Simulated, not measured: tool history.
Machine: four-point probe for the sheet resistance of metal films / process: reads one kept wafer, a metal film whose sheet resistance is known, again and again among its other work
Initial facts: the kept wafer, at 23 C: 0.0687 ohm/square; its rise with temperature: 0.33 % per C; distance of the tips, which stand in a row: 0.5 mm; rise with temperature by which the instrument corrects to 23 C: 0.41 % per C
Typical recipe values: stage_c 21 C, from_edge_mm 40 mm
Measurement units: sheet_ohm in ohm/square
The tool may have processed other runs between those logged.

run	hour	stage_c	from_edge_mm	sheet_ohm
1	0.0	21	40	0.068452
2	31.9	21	40	0.068442
3	47.0	21	40	0.068436
4	69.6	21	40	0.068426
5	102.2	28	40	0.068064
6	132.1	28	40	0.068060
7	152.6	28	40	0.068039
8	182.0	21	40	0.068398
9	212.6	21	40	0.068402
10	229.8	21	40	0.068378
11	251.9	21	10	0.068518
12	284.7	21	40	0.068357
13	300.5	21	40	0.068382
14	332.7	21	40	0.068364
15	357.5	21	40	0.068373
16	378.6	21	6	0.068648
17	402.5	21	6	0.068602
18	423.3	21	6	0.068602
19	442.1	21	6	0.068574
20	468.1	21	6	0.068579
21	491.3	30	40	0.067845
22	524.0	22	10	0.068376
23	537.5	22	4	0.068827
24	551.0	22	4	0.068836
25	566.5	25	3	0.069095
26	590.0	25	3	0.069089
27	622.7	29	45	0.067898
28	636.0	29	45	0.067858
29	653.5	35	25	0.067584
30	677.7	31	24	0.067780
31	702.7	19	40	0.068396
32	731.8	20	7	0.068509
33	753.8	20	74	0.068323
34	770.9	21	65	0.068238
35	790.1	21	65	0.068250
36	808.9	27	50	0.067937
37	826.5	31	40	0.067696
38	856.6	31	40	0.067725
39	877.5	31	40	0.067695
40	898.4	25	3	0.069011
# hour 902.0: stage's thermometer calibrated
41	924.3	30	16	0.067875
42	945.0	23	12	0.068259

How would selected steps in sheet_ohm from run to run divide? Give the signed amount a tool lacking its hidden state would still show from settings, what came in and random variation, and the signed amount left for the hidden state, including any gauge scatter that is not in both of the compared results.
Hidden conditions of the tool in this case: inner tips' distance over the nominal, %; tips' flats over new ones', %; wafer's true temperature over the reading, C; drift of the gauge itself on sheet_ohm, %.
Run 21 -> 22: stage_c 30 -> 22, from_edge_mm 40 -> 10. sheet_ohm +0.000531 ohm/square: hidden state -0.000014, all else +0.000545.
Run 26 -> 27: stage_c 25 -> 29, from_edge_mm 3 -> 45. sheet_ohm -0.001191 ohm/square: hidden state +0.000000, all else -0.001191.
Run 39 -> 40: stage_c 31 -> 25, from_edge_mm 40 -> 3. sheet_ohm +0.001316 ohm/square: hidden state -0.000017, all else +0.001333.
Run 40 -> 41: stage_c 25 -> 30, from_edge_mm 3 -> 16, stage's thermometer calibrated. sheet_ohm -0.001136 ohm/square: hidden state +0.000085, all else -0.001221.
